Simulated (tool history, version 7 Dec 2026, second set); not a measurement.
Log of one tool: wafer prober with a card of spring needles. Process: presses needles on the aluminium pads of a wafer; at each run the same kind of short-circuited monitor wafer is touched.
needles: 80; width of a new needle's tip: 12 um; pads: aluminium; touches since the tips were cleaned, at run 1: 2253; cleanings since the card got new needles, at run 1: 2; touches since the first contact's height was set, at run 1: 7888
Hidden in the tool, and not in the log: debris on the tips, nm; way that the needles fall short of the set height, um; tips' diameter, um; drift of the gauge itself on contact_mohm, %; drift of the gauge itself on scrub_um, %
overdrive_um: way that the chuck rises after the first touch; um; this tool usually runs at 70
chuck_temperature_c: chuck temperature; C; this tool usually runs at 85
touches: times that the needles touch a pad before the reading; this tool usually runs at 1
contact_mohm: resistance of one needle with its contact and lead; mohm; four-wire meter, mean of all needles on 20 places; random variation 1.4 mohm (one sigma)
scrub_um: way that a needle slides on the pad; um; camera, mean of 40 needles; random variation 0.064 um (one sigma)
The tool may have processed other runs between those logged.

run   hour  overdrive_um  chuck_temperature_c  touches  touches since the tips were cleaned  cleanings since the card got new needles  touches since the first contact's height was set  contact_mohm  scrub_um
  1    0.0            70                   85        1                                 2253                                         2                                              7888           120     14.01
       1.7  -- tips cleaned on abrasive film
      13.8  -- tips cleaned on abrasive film
  2   18.6            70                   85        1                                 1067                                         4                                             12022           120     14.05
      26.5  -- tips cleaned on abrasive film
  3   32.9            70                   85        1                                 1451                                         5                                             15227           120     13.90
      38.9  -- tips cleaned on abrasive film
  4   46.1            70                   85        1                                 1613                                         6                                             18173           118     13.97
      51.3  -- tips cleaned on abrasive film
  5   56.7            62                   85        1                                 1208                                         7                                             20526           121     12.39
      63.1  -- tips cleaned on abrasive film
  6   71.4            70                   85        1                                 1876                                         8                                             23821           120     13.89
      75.1  -- tips cleaned on abrasive film
  7   83.7            70                   85        1                                 1943                                         9                                             26567           121     13.79
      87.6  -- tips cleaned on abrasive film
  8   97.0            70                   44        1                                 2117                                        10                                             29539           113     13.93
      99.6  -- tips cleaned on abrasive film
  9  107.8            70                   44        1                                 1851                                        11                                             31959           115     13.95
     112.3  -- tips cleaned on abrasive film
 10  117.7            87                   85        1                                 1215                                        12                                             34157           116     17.26
     125.2  -- tips cleaned on abrasive film
 11  127.7            87                   85        1                                  567                                        13                                             36388           118     17.26
     137.9  -- tips cleaned on abrasive film
 12  140.8            87                   85        1                                  642                                        14                                             39304           118     17.35
     150.2  -- tips cleaned on abrasive film
 13  151.3            53                   85        1                                  244                                        15                                             41638           123     10.52
 14  160.8            53                   85        1                                 2390                                        15                                             43784           123     10.57
     162.4  -- tips cleaned on abrasive film
     174.2  -- tips cleaned on abrasive film
 15  174.2            53                   70        2                                    0                                        17                                             46760           119     10.50
     186.9  -- tips cleaned on abrasive film
 16  190.7            53                   70        2                                  841                                        18                                             50443           122     10.42
     199.8  -- tips cleaned on abrasive film
 17  204.1            77                   66        2                                  985                                        19                                             53451           114     15.33
     211.8  -- tips cleaned on abrasive film
 18  218.3            59                   39        2                                 1470                                        20                                             56618           115     11.59
     224.8  -- tips cleaned on abrasive film
 19  232.9            53                  122        1                                 1831                                        21                                             59890           126     10.43
     237.5  -- tips cleaned on abrasive film
 20  245.1            53                  122        1                                 1715                                        22                                             62607           127     10.45
     250.0  -- tips cleaned on abrasive film
 21  254.4            53                  122        1                                  987                                        23                                             64672           129     10.39
     261.8  -- tips cleaned on abrasive film
 22  266.1            53                  122        1                                  966                                        24                                             67289           128     10.46

Run 23 comes next. What will it give?
     273.6  -- tips cleaned on abrasive film
 23  278.0            74                   70        1                                  989                                        25                                             69938             ?         ?

Run 23 gave contact_mohm 115 mohm, scrub_um 14.51 um.
The same run, on a tool lacking any hidden state, would have yielded contact_mohm 115 mohm, scrub_um 14.86 um.

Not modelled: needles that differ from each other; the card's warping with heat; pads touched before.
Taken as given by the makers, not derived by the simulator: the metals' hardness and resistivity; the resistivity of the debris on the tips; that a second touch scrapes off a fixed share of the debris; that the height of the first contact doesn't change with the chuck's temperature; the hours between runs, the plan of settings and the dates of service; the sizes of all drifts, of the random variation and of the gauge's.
